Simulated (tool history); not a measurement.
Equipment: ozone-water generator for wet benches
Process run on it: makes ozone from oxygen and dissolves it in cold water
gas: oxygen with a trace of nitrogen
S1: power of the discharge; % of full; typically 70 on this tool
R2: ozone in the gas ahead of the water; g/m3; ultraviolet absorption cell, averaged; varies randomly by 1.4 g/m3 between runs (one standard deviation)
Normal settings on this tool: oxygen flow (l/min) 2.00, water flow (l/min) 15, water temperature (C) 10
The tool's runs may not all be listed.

Run 1, hour 0.0: usual settings. Result: dissolved ozone (ppm) 15.7, R2 253.8 g/m3.
Run 2, hour 70.6: usual settings but oxygen flow (l/min) 2.16. Result: dissolved ozone (ppm) 15.9, R2 247.0 g/m3.
Run 3, hour 109.2: usual settings but oxygen flow (l/min) 2.16. Result: dissolved ozone (ppm) 16.0, R2 250.1 g/m3.
Run 4, hour 158.9: usual settings but oxygen flow (l/min) 2.16. Result: dissolved ozone (ppm) 16.2, R2 246.4 g/m3.
Run 5, hour 195.8: usual settings but oxygen flow (l/min) 2.16. Result: dissolved ozone (ppm) 15.9, R2 245.2 g/m3.
Run 6, hour 272.8: usual settings but oxygen flow (l/min) 2.16. Result: dissolved ozone (ppm) 15.9, R2 247.8 g/m3.
Run 7, hour 349.6: usual settings but S1 76 % of full. Result: dissolved ozone (ppm) 16.8, R2 274.2 g/m3.
Run 8, hour 390.4: usual settings but S1 76 % of full. Result: dissolved ozone (ppm) 16.7, R2 274.9 g/m3.
Run 9, hour 443.6: usual settings but S1 63 % of full, oxygen flow (l/min) 1.07, water flow (l/min) 17, water temperature (C) 6. Result: dissolved ozone (ppm) 9.3, R2 283.0 g/m3.
Run 10, hour 507.0: usual settings but S1 63 % of full, oxygen flow (l/min) 1.07, water flow (l/min) 17, water temperature (C) 6. Result: dissolved ozone (ppm) 9.2, R2 284.0 g/m3.
Run 11, hour 580.2: usual settings but S1 78 % of full, water flow (l/min) 11. Result: dissolved ozone (ppm) 23.0, R2 280.3 g/m3.
Run 12, hour 656.8: usual settings but S1 78 % of full, water flow (l/min) 11. Result: dissolved ozone (ppm) 22.7, R2 279.1 g/m3.
Run 13, hour 709.8: usual settings but S1 78 % of full, oxygen flow (l/min) 1.48, water flow (l/min) 12, water temperature (C) 17. Result: dissolved ozone (ppm) 17.7, R2 309.9 g/m3.
Run 14, hour 752.4: usual settings but S1 83 % of full, oxygen flow (l/min) 2.98, water flow (l/min) 18, water temperature (C) 17. Result: dissolved ozone (ppm) 16.3, R2 257.9 g/m3.
At hour 821.0: contactor cleaned.
Run 15, hour 821.0: usual settings but S1 83 % of full, oxygen flow (l/min) 2.98, water flow (l/min) 18, water temperature (C) 17. Result: dissolved ozone (ppm) 17.0, R2 256.5 g/m3.

Consider 3 possible next runs. They are alternatives, not a sequence: every one starts from the tool as it was left by run 15. What does each give?
Run A, hour 899.0: usual settings but water flow (l/min) 13, water temperature (C) 9. Result: dissolved ozone (ppm) ?, R2 ?.
Run B, hour 899.0: usual settings but oxygen flow (l/min) 1.04, water temperature (C) 6. Result: dissolved ozone (ppm) ?, R2 ?.
Run C, hour 899.0: usual settings but S1 83 % of full, oxygen flow (l/min) 2.72, water flow (l/min) 23, water temperature (C) 5. Result: dissolved ozone (ppm) ?, R2 ?.

run  dissolved ozone (ppm)     R2
  A                   18.7  250.5
  B                   11.9  311.4
  C                   14.3  264.3
Had the tool no hidden state, the same runs would have come out as:
run  dissolved ozone (ppm)     R2
  A                   19.4  257.3
  B                   12.3  320.0
  C                   14.8  272.7

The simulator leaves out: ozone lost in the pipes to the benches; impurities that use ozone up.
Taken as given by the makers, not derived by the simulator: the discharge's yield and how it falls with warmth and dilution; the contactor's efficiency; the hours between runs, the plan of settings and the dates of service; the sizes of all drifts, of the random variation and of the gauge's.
